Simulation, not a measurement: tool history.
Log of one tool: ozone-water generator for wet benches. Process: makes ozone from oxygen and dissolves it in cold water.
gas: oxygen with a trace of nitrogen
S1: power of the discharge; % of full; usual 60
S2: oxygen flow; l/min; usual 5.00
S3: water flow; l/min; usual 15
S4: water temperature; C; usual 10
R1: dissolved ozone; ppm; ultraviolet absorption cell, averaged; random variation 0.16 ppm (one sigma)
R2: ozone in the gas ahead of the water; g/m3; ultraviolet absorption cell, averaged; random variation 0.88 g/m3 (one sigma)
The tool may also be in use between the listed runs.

run,day,S1,S2,S3,S4,R1,R2
1,0.000,60,5.00,15,10,21.3,142.9
2,1.883,60,5.00,21,10,15.5,143.1
3,4.725,60,5.00,21,10,15.7,143.5
4,6.604,60,5.00,21,10,15.6,144.0
5,9.783,60,5.00,21,10,15.6,143.9
6,11.817,60,5.00,21,10,15.3,144.8
7,14.929,60,5.00,20,10,16.2,143.0
8,17.892,60,5.00,20,10,16.5,144.5
9,19.454,60,5.00,15,8,21.7,143.6
10,21.296,60,5.00,15,8,21.9,143.5
11,23.904,60,5.00,15,13,20.7,143.8
12,26.521,60,5.00,15,10,21.2,143.8
13,28.129,60,5.00,15,10,21.2,143.5
14,30.308,60,5.00,15,10,21.3,144.1
15,32.575,60,5.00,15,10,21.5,144.8
16,34.575,64,5.00,15,10,22.6,149.7
17,36.017,81,5.00,13,10,28.9,176.6
18,38.733,81,5.00,13,10,29.3,177.0
19,41.004,60,5.00,15,6,22.5,145.4
# day 41.162: water thermometer calibrated
20,42.746,60,5.00,15,6,22.7,144.4
21,45.700,60,6.82,12,10,24.9,120.6
22,48.471,60,5.41,9,10,30.8,139.2
23,50.000,60,5.41,9,10,30.7,138.8
24,52.538,60,5.00,15,11,21.3,145.1
25,54.062,98,2.67,24,11,16.9,285.1
26,55.788,64,5.26,16,9,21.3,145.5
27,58.917,64,5.26,16,9,21.3,144.6
28,61.883,64,5.26,20,7,17.9,145.7
29,63.221,64,5.26,20,7,17.7,146.4
30,66.446,45,5.00,15,18,15.3,118.4
31,68.621,56,5.00,15,10,20.4,137.3
32,70.854,48,6.43,15,10,18.1,108.7

4 ways to go on from here, each from the tool as it stands after run 32. What would each give?
A,73.154,48,6.43,21,10,?,?
B,73.154,48,6.04,15,10,?,?
C,73.154,92,5.00,9,9,?,?
D,73.154,60,5.96,15,10,?,?

run,R1,R2
A,13.6,107.6
B,18.0,111.3
C,42.2,192.6
D,21.4,131.1
Without the tool's hidden state the same runs would have given:
run,R1,R2
A,13.6,107.7
B,18.0,111.4
C,42.3,192.7
D,21.4,131.2
